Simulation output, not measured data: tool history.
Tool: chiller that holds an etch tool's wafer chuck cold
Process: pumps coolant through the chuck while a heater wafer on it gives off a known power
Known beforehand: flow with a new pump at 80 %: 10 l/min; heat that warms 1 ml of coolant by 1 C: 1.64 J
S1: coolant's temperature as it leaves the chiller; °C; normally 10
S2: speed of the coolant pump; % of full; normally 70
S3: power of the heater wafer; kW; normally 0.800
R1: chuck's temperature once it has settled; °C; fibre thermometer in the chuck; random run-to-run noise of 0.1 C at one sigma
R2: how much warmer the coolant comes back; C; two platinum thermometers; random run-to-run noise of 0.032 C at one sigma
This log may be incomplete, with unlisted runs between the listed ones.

run 1 hour=0.0 | S1=10 S2=70 S3=0.800 | R1=19.5 R2=3.53
run 2 hour=72.1 | S1=10 S2=70 S3=0.800 | R1=19.7 R2=3.50
run 3 hour=132.6 | S1=10 S2=70 S3=0.800 | R1=19.7 R2=3.44
run 4 hour=190.1 | S1=4 S2=70 S3=0.800 | R1=13.8 R2=3.57
run 5 hour=259.1 | S1=8 S2=70 S3=0.800 | R1=17.7 R2=3.51
run 6 hour=347.8 | S1=10 S2=70 S3=0.800 | R1=19.8 R2=3.56
run 7 hour=402.5 | S1=10 S2=70 S3=0.800 | R1=19.7 R2=3.59
run 8 hour=458.8 | S1=10 S2=70 S3=0.800 | R1=19.8 R2=3.57
run 9 hour=552.0 | S1=10 S2=79 S3=1.099 | R1=22.5 R2=4.36
run 10 hour=632.3 | S1=10 S2=79 S3=0.554 | R1=16.4 R2=2.22
run 11 hour=696.8 | S1=10 S2=60 S3=0.800 | R1=21.1 R2=4.21
run 12 hour=773.3 | S1=15 S2=98 S3=1.016 | R1=24.9 R2=3.32
-- hour=802.7 chiller's thermometer calibrated
run 13 hour=845.7 | S1=15 S2=98 S3=1.016 | R1=24.9 R2=3.34
run 14 hour=909.1 | S1=15 S2=98 S3=1.016 | R1=24.7 R2=3.38
run 15 hour=970.2 | S1=10 S2=97 S3=0.596 | R1=15.7 R2=2.03

Below, some changes in R1 between adjacent runs. For each, the amount present without the hidden state too (settings, incoming material, random variation) and the amount remaining for the hidden state with gauge scatter not shared by both compared results:
Hidden conditions of the tool in this case: heat passed by the chuck's channels, % of clean ones'; flow at a given pump speed, % of a new pump's; coolant's true temperature over the reading, C; drift of the gauge itself on chuck_c, C; drift of the gauge itself on warmer_back_c, C.
Run 9 -> 10: S3 1.099 -> 0.554. R1 -6.1 °C: hidden state -0.6, all else -5.5.
Run 14 -> 15: S1 15 -> 10, S2 98 -> 97, S3 1.016 -> 0.596. R1 -9.0 °C: hidden state -0.4, all else -8.6.
